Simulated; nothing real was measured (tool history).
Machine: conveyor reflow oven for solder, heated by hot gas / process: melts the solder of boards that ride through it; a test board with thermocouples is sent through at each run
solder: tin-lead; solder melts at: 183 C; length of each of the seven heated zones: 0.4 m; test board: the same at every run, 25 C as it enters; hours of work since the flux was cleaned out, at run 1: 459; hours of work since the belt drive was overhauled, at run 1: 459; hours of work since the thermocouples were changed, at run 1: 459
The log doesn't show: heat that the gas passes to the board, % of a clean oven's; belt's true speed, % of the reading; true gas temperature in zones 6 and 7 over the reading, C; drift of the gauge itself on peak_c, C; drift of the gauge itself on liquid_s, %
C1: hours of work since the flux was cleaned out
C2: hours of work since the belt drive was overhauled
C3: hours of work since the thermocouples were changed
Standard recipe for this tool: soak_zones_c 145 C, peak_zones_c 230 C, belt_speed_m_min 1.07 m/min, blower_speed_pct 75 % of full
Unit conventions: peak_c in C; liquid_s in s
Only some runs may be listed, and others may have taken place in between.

Run 1, hour 0.0: usual settings; C1 459; C2 459; C3 459. Result: peak_c 214.4 C, liquid_s 33.7 s.
Run 2, hour 15.4: usual settings; C1 471; C2 471; C3 471. Result: peak_c 214.2 C, liquid_s 33.6 s.
At hour 28.4: flux residue cleaned out of gas plates and filters.
Run 3, hour 36.7: usual settings; C1 6; C2 484; C3 484. Result: peak_c 215.0 C, liquid_s 33.6 s.
Run 4, hour 46.7: usual settings but peak_zones_c 229 C; C1 14; C2 491; C3 491. Result: peak_c 213.6 C, liquid_s 33.3 s.
Run 5, hour 56.7: usual settings but belt_speed_m_min 1.06 m/min; C1 22; C2 499; C3 499. Result: peak_c 215.0 C, liquid_s 34.0 s.
Run 6, hour 78.6: usual settings but belt_speed_m_min 1.06 m/min; C1 39; C2 516; C3 516. Result: peak_c 214.6 C, liquid_s 34.1 s.
Run 7, hour 94.4: usual settings but belt_speed_m_min 1.06 m/min; C1 51; C2 528; C3 528. Result: peak_c 214.9 C, liquid_s 34.1 s.
Run 8, hour 108.0: usual settings; C1 61; C2 538; C3 538. Result: peak_c 214.2 C, liquid_s 33.6 s.
Run 9, hour 127.4: usual settings; C1 76; C2 553; C3 553. Result: peak_c 214.3 C, liquid_s 33.8 s.
Run 10, hour 145.5: usual settings but soak_zones_c 143 C; C1 90; C2 567; C3 567. Result: peak_c 213.7 C, liquid_s 32.9 s.
Run 11, hour 158.0: usual settings but soak_zones_c 143 C; C1 100; C2 577; C3 577. Result: peak_c 214.7 C, liquid_s 32.9 s.
Run 12, hour 171.0: usual settings; C1 110; C2 587; C3 587. Result: peak_c 214.3 C, liquid_s 33.7 s.
Run 13, hour 187.6: usual settings; C1 123; C2 600; C3 600. Result: peak_c 214.9 C, liquid_s 33.5 s.
Run 14, hour 200.9: usual settings but soak_zones_c 134 C, peak_zones_c 228 C, belt_speed_m_min 0.90 m/min, blower_speed_pct 67 % of full; C1 133; C2 610; C3 610. Result: peak_c 213.6 C, liquid_s 37.2 s.
Run 15, hour 214.8: usual settings but peak_zones_c 224 C, belt_speed_m_min 1.21 m/min, blower_speed_pct 64 % of full; C1 144; C2 621; C3 621. Result: peak_c 202.2 C, liquid_s 21.9 s.
Run 16, hour 230.9: usual settings but peak_zones_c 244 C, belt_speed_m_min 1.23 m/min, blower_speed_pct 64 % of full; C1 156; C2 633; C3 633. Result: peak_c 217.7 C, liquid_s 29.5 s.
Run 17, hour 251.1: usual settings but soak_zones_c 133 C, peak_zones_c 244 C, belt_speed_m_min 1.23 m/min, blower_speed_pct 64 % of full; C1 171; C2 649; C3 649. Result: peak_c 214.1 C, liquid_s 26.1 s.
Run 18, hour 270.3: usual settings but soak_zones_c 134 C, peak_zones_c 236 C; C1 186; C2 663; C3 663. Result: peak_c 216.9 C, liquid_s 32.7 s.
Run 19, hour 285.1: usual settings but peak_zones_c 242 C, blower_speed_pct 62 % of full; C1 198; C2 675; C3 675. Result: peak_c 219.8 C, liquid_s 35.9 s.
Run 20, hour 304.3: usual settings but peak_zones_c 242 C, blower_speed_pct 62 % of full; C1 212; C2 690; C3 690. Result: peak_c 220.0 C, liquid_s 35.7 s.
Run 21, hour 321.4: usual settings but soak_zones_c 133 C, peak_zones_c 232 C, belt_speed_m_min 1.12 m/min, blower_speed_pct 74 % of full; C1 226; C2 703; C3 703. Result: peak_c 211.6 C, liquid_s 28.4 s.
Run 22, hour 333.5: usual settings but soak_zones_c 133 C, peak_zones_c 232 C, belt_speed_m_min 1.12 m/min, blower_speed_pct 74 % of full; C1 235; C2 712; C3 712. Result: peak_c 212.3 C, liquid_s 28.2 s.
Run 23, hour 354.3: usual settings but peak_zones_c 238 C; C1 251; C2 728; C3 728. Result: peak_c 221.2 C, liquid_s 36.7 s.

Hidden condition of the tool, last listed run before each entry between runs versus first listed run after:
Between runs 2 and 3: flux residue cleaned out of gas plates and filters (hour 28.4)
  heat that the gas passes to the board, % of a clean oven's: 99.8 -> 100
